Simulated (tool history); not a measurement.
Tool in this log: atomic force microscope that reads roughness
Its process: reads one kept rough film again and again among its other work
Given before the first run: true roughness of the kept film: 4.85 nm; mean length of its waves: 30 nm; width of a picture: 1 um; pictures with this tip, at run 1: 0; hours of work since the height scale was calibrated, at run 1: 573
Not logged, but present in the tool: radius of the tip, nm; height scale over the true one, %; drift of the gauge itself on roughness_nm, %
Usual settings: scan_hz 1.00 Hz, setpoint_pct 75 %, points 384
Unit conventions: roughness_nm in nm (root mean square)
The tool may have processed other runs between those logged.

run    hour  scan_hz  setpoint_pct  points  pictures with this tip  hours of work since the height scale was calibrated  roughness_nm
  1     0.0     1.00            75     384                       0                                                  573         3.819
  2    52.7     1.00            75     384                      89                                                  608         3.800
  3   106.9     0.59            75     384                     181                                                  645         3.834
      149.7  -- new tip fitted
  4   149.7     0.59            75     384                       0                                                  673         3.885
  5   175.3     1.75            75     384                      43                                                  690         3.647
  6   214.9     1.75            75     384                     110                                                  717         3.700
  7   250.1     1.00            75     384                     170                                                  740         3.792
      299.2  -- new tip fitted
  8   305.2     1.00            74     384                      10                                                  777         3.783
  9   331.7     1.00            74     384                      55                                                  794         3.814
 10   371.8     2.44            75     384                     122                                                  821         3.544
 11   418.1     2.44            75     384                     200                                                  852         3.566
      448.4  -- new tip fitted
 12   459.9     2.44            75     384                      19                                                  880         3.576
 13   494.0     2.44            75     384                      77                                                  902         3.574
 14   538.3     2.44            75     384                     152                                                  932         3.579
 15   581.7     2.44            75     384                     225                                                  961         3.546
      596.8  -- new tip fitted
 16   621.0     1.00            75     341                      41                                                  987         3.786
 17   673.9     1.00            75     341                     130                                                 1022         3.798
 18   714.0     1.00            82     384                     198                                                 1049         3.740
      747.9  -- new tip fitted
 19   759.9     1.00            75     384                      20                                                 1080         3.801
 20   794.2     1.00            86     384                      78                                                 1102         3.678
 21   840.8     1.00            75     404                     157                                                 1134         3.771
 22   881.1     1.00            75     384                     225                                                 1161         3.791
      897.6  -- new tip fitted
 23   913.0     1.00            75     505                      26                                                 1182         3.822
 24   961.9     1.00            75     505                     109                                                 1214         3.824
 25  1000.8     1.00            75     505                     174                                                 1240         3.820
 26  1038.4     2.66            75     505                     238                                                 1265         3.565
     1048.5  -- new tip fitted
 27  1063.9     2.66            75     505                      26                                                 1282         3.583
 28  1118.1     2.66            70     505                     117                                                 1318         3.670
 29  1156.2     2.66            81     573                     182                                                 1344         3.433
 30  1195.2     1.25            86     274                     248                                                 1370         3.595
     1200.5  -- new tip fitted
 31  1238.0     1.25            86     274                      63                                                 1398         3.589
 32  1265.1     1.00            66     484                     109                                                 1416         3.874
 33  1301.3     0.74            75     432                     170                                                 1440         3.845
 34  1344.9     0.74            75     432                     244                                                 1470         3.852
     1348.9  -- new tip fitted
 35  1400.1     3.77            65     384                      87                                                 1506         3.640
 36  1430.8     1.91            75     384                     139                                                 1527         3.670
 37  1478.6     1.91            75     384                     219                                                 1559         3.649
     1497.3  -- new tip fitted
 38  1529.0     1.91            75     384                      54                                                 1592         3.676
     1543.1  -- height scale calibrated on a step standard
 39  1555.8     0.61            82     384                      97                                                    8         3.774
 40  1612.9     0.61            82     384                     194                                                   47         3.819
     1649.0  -- new tip fitted
 41  1651.0     0.61            82     384                       3                                                   72         3.806
 42  1695.8     1.51            72     384                      79                                                  102         3.756
 43  1734.3     1.49            78     384                     144                                                  127         3.675
 44  1765.6     1.00            69     384                     197                                                  148         3.850
     1799.0  -- new tip fitted
 45  1820.0     1.53            80     384                      36                                                  184         3.611
 46  1850.0     3.81            75     319                      86                                                  204         3.352
 47  1908.4     3.70            73     319                     185                                                  244         3.444
     1948.6  -- new tip fitted
 48  1959.9     3.70            73     669                      19                                                  278         3.483
 49  2011.1     2.79            75     342                     106                                                  312         3.538
 50  2038.5     2.63            66     701                     152                                                  330         3.691
 51  2067.8     2.63            66     701                     201                                                  350         3.756

3 ways to go on from here, each from the tool as it stands after run 51. What would each give?
     2097.4  -- new tip fitted
  A  2110.2     1.00            80     274                      21                                                  378             ?
     2097.4  -- new tip fitted
  B  2110.2     0.51            75     780                      21                                                  378             ?
     2097.4  -- new tip fitted
  C  2110.2     2.63            66     398                      21                                                  378             ?

run  roughness_nm
  A         3.719
  B         3.904
  C         3.712
What these runs would have given with no unlogged condition in the tool:
run  roughness_nm
  A         3.720
  B         3.905
  C         3.713
